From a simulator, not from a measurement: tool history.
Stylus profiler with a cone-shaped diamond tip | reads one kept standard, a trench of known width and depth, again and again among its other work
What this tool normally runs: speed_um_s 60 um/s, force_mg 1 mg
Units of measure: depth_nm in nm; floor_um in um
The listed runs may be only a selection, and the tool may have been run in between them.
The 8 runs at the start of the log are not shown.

| run | hour | speed_um_s | force_mg | scans with this tip | hours of work since the height scale was calibrated | depth_nm | floor_um |
|---|---|---|---|---|---|---|---|
| 9 | 110.4 | 16 | 1 | 3737 | 313 | 201.08 | 98 |
| 10 | 124.4 | 16 | 1 | 3862 | 323 | 201.13 | 97.92 |
| 11 | 139 | 16 | 1 | 3991 | 334 | 201.13 | 97.98 |
| 12 | 155.3 | 60 | 1 | 4136 | 346 | 201.07 | 97.64 |
| 13 | 166.9 | 60 | 1 | 4239 | 355 | 201.11 | 97.61 |
| 14 | 177.3 | 31 | 1 | 4331 | 362 | 201.09 | 97.82 |
| 15 | 188.4 | 212 | 1 | 4430 | 371 | 201.08 | 96.55 |
| 16 | 199.9 | 212 | 1 | 4532 | 379 | 201.06 | 96.5 |
| 17 | 218 | 49 | 0.93 | 4693 | 393 | 201.01 | 97.73 |
| 18 | 233.1 | 49 | 0.93 | 4827 | 404 | 201.03 | 97.7 |
| 19 | 246.6 | 37 | 0.91 | 4946 | 414 | 201.01 | 97.77 |
| 20 | 258 | 30 | 1.52 | 5048 | 423 | 201.51 | 97.9 |
| 21 | 274.6 | 30 | 1.52 | 5196 | 435 | 201.42 | 97.88 |
| 22 | 291.9 | 42 | 0.83 | 5349 | 448 | 200.91 | 97.68 |
| 23 | 306.2 | 42 | 0.83 | 5476 | 458 | 200.92 | 97.71 |
| 24 | 317.1 | 100 | 1.22 | 5573 | 466 | 201.22 | 97.39 |
| 25 | 334 | 130 | 2.7 | 5723 | 479 | 202.19 | 97.47 |
| 26 | 342.2 | 138 | 0.51 | 5796 | 485 | 200.58 | 96.62 |
| 27 | 358.4 | 47 | 2.86 | 5940 | 497 | 202.28 | 97.8 |
| 28 | 373.5 | 78 | 1.35 | 6074 | 508 | 201.33 | 97.52 |
| 29 | 384.3 | 60 | 0.36 | 6169 | 516 | 200.45 | 97.3 |
| 30 | 396 | 18 | 0.71 | 6273 | 525 | 200.75 | 97.9 |
| 31 | 404 | 92 | 0.37 | 6345 | 531 | 200.4 | 96.96 |

Below are 4 alternative next runs, each starting from the tool's condition after run 31. Predict each:
| A | 414 | 107 | 0.47 | 6434 | 538 | ? | ? |
| B | 414 | 220 | 0.37 | 6434 | 538 | ? | ? |
| C | 414 | 171 | 1 | 6434 | 538 | ? | ? |
| D | 414 | 92 | 1.52 | 6434 | 538 | ? | ? |

| run | depth_nm | floor_um |
|---|---|---|
| A | 200.53 | 96.86 |
| B | 200.42 | 95.42 |
| C | 200.99 | 96.74 |
| D | 201.38 | 97.5 |
Take away the tool's hidden state, keep each run's random variation, and the runs would have read:
| run | depth_nm | floor_um |
|---|---|---|
| A | 200.75 | 97.1 |
| B | 200.65 | 95.66 |
| C | 201.22 | 96.97 |
| D | 201.61 | 97.74 |

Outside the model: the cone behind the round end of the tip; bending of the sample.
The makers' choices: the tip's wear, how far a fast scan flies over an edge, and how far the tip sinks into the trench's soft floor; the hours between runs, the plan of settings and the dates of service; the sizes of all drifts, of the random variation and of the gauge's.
